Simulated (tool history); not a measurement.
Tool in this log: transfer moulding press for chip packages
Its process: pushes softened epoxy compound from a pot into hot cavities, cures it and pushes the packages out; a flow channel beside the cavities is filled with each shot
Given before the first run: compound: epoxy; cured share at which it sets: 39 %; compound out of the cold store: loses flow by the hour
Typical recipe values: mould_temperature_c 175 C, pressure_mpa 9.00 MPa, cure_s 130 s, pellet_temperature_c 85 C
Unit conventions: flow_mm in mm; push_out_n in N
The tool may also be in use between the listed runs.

| run | hour | mould_temperature_c | pressure_mpa | cure_s | pellet_temperature_c | incoming compound's hours out of the cold store | flow_mm | push_out_n |
|---|---|---|---|---|---|---|---|---|
| 1 | 0.0 | 175 | 9.00 | 130 | 85 | 8.0 | 720 | 381 |
| 2 | 10.4 | 175 | 9.00 | 130 | 90 | 29.1 | 666 | 378 |
| 3 | 20.1 | 175 | 9.00 | 130 | 90 | 11.7 | 728 | 381 |
| 4 | 28.1 | 175 | 9.00 | 130 | 85 | 38.5 | 638 | 377 |
| 5 | 34.8 | 175 | 9.00 | 130 | 85 | 43.7 | 626 | 372 |
| 6 | 39.2 | 175 | 9.00 | 170 | 85 | 15.1 | 702 | 333 |
| 7 | 46.7 | 175 | 9.00 | 170 | 85 | 45.1 | 620 | 340 |
|  | 48.8 | cavities cleaned with cleaning compound and waxed |
| 8 | 54.4 | 175 | 9.00 | 130 | 87 | 15.0 | 710 | 381 |
| 9 | 64.5 | 175 | 9.00 | 130 | 87 | 17.5 | 691 | 357 |
| 10 | 72.8 | 174 | 9.00 | 130 | 85 | 29.5 | 664 | 384 |
| 11 | 77.5 | 174 | 9.00 | 130 | 85 | 45.9 | 629 | 377 |
| 12 | 83.0 | 175 | 9.00 | 130 | 85 | 44.6 | 625 | 375 |
| 13 | 90.3 | 175 | 9.00 | 130 | 85 | 19.9 | 696 | 384 |
| 14 | 95.0 | 175 | 9.00 | 130 | 85 | 39.6 | 640 | 382 |
| 15 | 99.9 | 175 | 8.50 | 130 | 85 | 21.0 | 666 | 389 |
| 16 | 108.7 | 182 | 7.61 | 119 | 77 | 19.1 | 620 | 342 |
| 17 | 116.5 | 180 | 7.65 | 130 | 85 | 24.2 | 614 | 337 |
| 18 | 123.3 | 180 | 10.98 | 122 | 90 | 28.5 | 719 | 338 |
| 19 | 133.1 | 180 | 10.98 | 122 | 90 | 11.0 | 772 | 345 |
| 20 | 141.4 | 180 | 10.98 | 122 | 90 | 35.4 | 712 | 337 |
| 21 | 148.0 | 180 | 10.98 | 122 | 90 | 14.6 | 772 | 365 |
|  | 157.4 | cavities cleaned with cleaning compound and waxed |
| 22 | 158.4 | 169 | 7.01 | 113 | 90 | 15.6 | 624 | 736 |
| 23 | 163.0 | 169 | 7.01 | 113 | 90 | 45.3 | 569 | 646 |
| 24 | 171.9 | 169 | 7.01 | 113 | 90 | 34.3 | 584 | 679 |
| 25 | 178.9 | 175 | 9.00 | 130 | 76 | 45.4 | 630 | 389 |
| 26 | 184.7 | 175 | 9.00 | 140 | 88 | 26.7 | 666 | 350 |
| 27 | 193.5 | 168 | 9.00 | 120 | 85 | 39.3 | 651 | 649 |
| 28 | 198.1 | 175 | 10.79 | 141 | 85 | 41.2 | 687 | 340 |
| 29 | 204.0 | 175 | 10.79 | 141 | 85 | 46.5 | 683 | 366 |

Forecast each of these 3 alternatives for the next run:
| A | 212.3 | 171 | 9.00 | 130 | 85 | 32.4 | ? | ? |
| B | 212.3 | 178 | 10.79 | 141 | 85 | 30.1 | ? | ? |
| C | 212.3 | 179 | 9.09 | 130 | 85 | 26.8 | ? | ? |

| run | flow_mm | push_out_n |
|---|---|---|
| A | 672 | 451 |
| B | 711 | 348 |
| C | 658 | 350 |
Without the tool's unlogged condition, the same runs would have read:
| run | flow_mm | push_out_n |
|---|---|---|
| A | 673 | 446 |
| B | 712 | 344 |
| C | 659 | 346 |
